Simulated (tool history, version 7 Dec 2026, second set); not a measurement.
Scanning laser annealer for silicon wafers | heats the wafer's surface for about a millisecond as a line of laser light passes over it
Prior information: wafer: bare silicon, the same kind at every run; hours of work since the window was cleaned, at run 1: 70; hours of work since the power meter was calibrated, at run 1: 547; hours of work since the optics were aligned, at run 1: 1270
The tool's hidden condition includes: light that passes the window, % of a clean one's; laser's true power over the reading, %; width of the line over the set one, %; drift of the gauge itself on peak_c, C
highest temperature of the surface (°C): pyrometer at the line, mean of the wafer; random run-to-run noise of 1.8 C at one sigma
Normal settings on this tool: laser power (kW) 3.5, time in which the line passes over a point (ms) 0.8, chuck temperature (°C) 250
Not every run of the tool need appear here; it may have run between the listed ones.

run	hour	laser power (kW)	time in which the line passes over a point (ms)	chuck temperature (°C)	hours of work since the window was cleaned	hours of work since the power meter was calibrated	hours of work since the optics were aligned	highest temperature of the surface (°C)
1	0	3.5	0.8	250	70	547	1270	984
2	8.9	3.5	0.8	250	77	554	1278	986
3	24.7	3.5	0.8	250	89	566	1290	982
4	40.1	3.399	0.8	250	102	579	1302	959
5	53.1	3.5	0.8	244	112	589	1313	975
6	62.2	3.5	0.8	250	119	596	1320	982
7	69.4	3.5	0.8	250	125	602	1326	981
8	82	3.5	0.8	226	135	612	1336	959
9	92.9	3.5	0.8	226	144	621	1344	956
10	104.4	3.5	0.8	226	153	630	1354	955
11	116.6	3.5	0.8	226	163	640	1363	957
# hour 121: laser's power meter calibrated
12	132.4	3.5	0.8	226	173	9	1374	955
13	143.7	3.5	0.8	226	182	18	1383	956
14	160.1	3.5	0.8	226	195	31	1396	955
15	174.5	3.5	0.8	226	206	43	1407	954
16	184.4	3.5	0.8	220	214	51	1415	948
17	193.9	3.5	0.8	220	222	58	1423	948
18	205.5	3.504	0.8	250	231	67	1432	979
19	215.2	3.504	0.8	250	239	75	1440	979
# hour 221.4: laser's power meter calibrated, once more
20	228.3	3.5	0.656	250	247	6	1448	900
21	236.3	3.181	0.656	250	253	12	1454	836
22	252.8	3.181	0.656	250	266	25	1467	835
23	269.8	3.5	0.8	222	280	39	1481	950

Run 24 has not been measured yet. What should we expect?
24	278.6	3.745	0.8	250	287	46	1488	?

Run 24 came out at highest temperature of the surface (°C) 1038.
Take away the tool's hidden state, keep the run-to-run variation as it was, and the same run would have given highest temperature of the surface (°C) 1055.

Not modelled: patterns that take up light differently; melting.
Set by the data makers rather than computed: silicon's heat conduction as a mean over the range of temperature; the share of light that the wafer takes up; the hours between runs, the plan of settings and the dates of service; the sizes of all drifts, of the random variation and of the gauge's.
